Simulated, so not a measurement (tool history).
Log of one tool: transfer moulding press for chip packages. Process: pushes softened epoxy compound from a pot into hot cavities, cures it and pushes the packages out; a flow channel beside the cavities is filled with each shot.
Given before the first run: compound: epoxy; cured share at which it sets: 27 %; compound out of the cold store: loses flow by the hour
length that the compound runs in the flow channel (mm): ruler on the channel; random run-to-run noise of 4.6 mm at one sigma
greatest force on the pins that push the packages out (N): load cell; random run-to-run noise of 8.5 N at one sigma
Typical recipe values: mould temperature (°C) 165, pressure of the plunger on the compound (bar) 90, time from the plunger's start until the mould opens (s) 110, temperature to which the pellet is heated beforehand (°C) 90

run	hour	mould temperature (°C)	pressure of the plunger on the compound (bar)	time from the plunger's start until the mould opens (s)	temperature to which the pellet is heated beforehand (°C)	incoming compound's hours out of the cold store	length that the compound runs in the flow channel (mm)	greatest force on the pins that push the packages out (N)
1	0	165	90	110	90	14	662	389
2	7.9	165	90	110	90	31.7	589	387
3	15.2	165	90	110	90	18.9	646	396
4	26.6	165	90	110	90	36.9	566	364
5	42.9	163	90	110	90	12.1	673	461
6	52.4	168	90	110	90	31	578	337
7	62.8	165	90	110	90	26.6	602	376
8	72.6	165	90	110	90	43.7	539	370
9	83.8	165	90	110	93	23	622	383
10	94	166	90	110	90	12.2	665	383
11	103.9	160	90	110	90	32.3	592	530
12	114.8	160	90	110	92	13.6	679	564
13	125.5	160	90	110	92	31.5	589	529
14	138.3	165	90	146	90	30.1	596	315
15	147.4	165	90	146	90	14.2	659	298
16	161.6	161	80.3	124	96	35.5	547	392
17	176.5	159	90	95	90	46.9	540	763
18	190	159	70.4	110	90	26.7	548	594
19	199.5	169	90	110	97	25.3	593	330
20	216.9	169	90	110	97	19	635	335
21	223.5	169	90	110	97	17	625	318
22	234.9	165	90	121	91	46.2	537	335
23	249.9	168	90	107	90	33.4	570	335
24	262	168	90	107	90	23.7	606	352
25	277.6	168	90	107	90	21.8	616	355
26	292.9	168	90	107	92	21.1	627	352
27	302.1	158	101.3	110	93	11.3	709	698
28	314	158	103.7	110	83	46.8	573	580
29	327	158	103.7	110	83	32.6	641	629
30	342	158	94.8	110	83	24.2	644	653

Removed from this log: 6 entries logged between the listed runs. Between which two listed runs does each belong, and how does the tool's hidden state at the listed run before it compare with that at the listed run after it?
Between runs 4 and 5: cavities cleaned with cleaning compound and waxed (hour 34)
  pressure that reaches the compound, % of what is set: 99.96 -> 99.95; grip of the stained cavities, % over clean ones': 1.1 -> 0.2
Between runs 12 and 13: cavities cleaned with cleaning compound and waxed (hour 123.5)
  grip of the stained cavities, % over clean ones': 1.1 -> 0.1
Between runs 19 and 20: mould's thermocouples calibrated (hour 208.1); cavities cleaned with cleaning compound and waxed (hour 214.6)
  true mould temperature over the reading, C: 0.01 -> 0; pressure that reaches the compound, % of what is set: 99.89 -> 99.88; grip of the stained cavities, % over clean ones': 1.1 -> 0.1
Between runs 21 and 22: plunger's sealing rings changed (hour 233.7)
  pressure that reaches the compound, % of what is set: 99.88 -> 100; grip of the stained cavities, % over clean ones': 0.2 -> 0.4
Between runs 27 and 28: cavities cleaned with cleaning compound and waxed (hour 306.8)
  grip of the stained cavities, % over clean ones': 1.1 -> 0.2
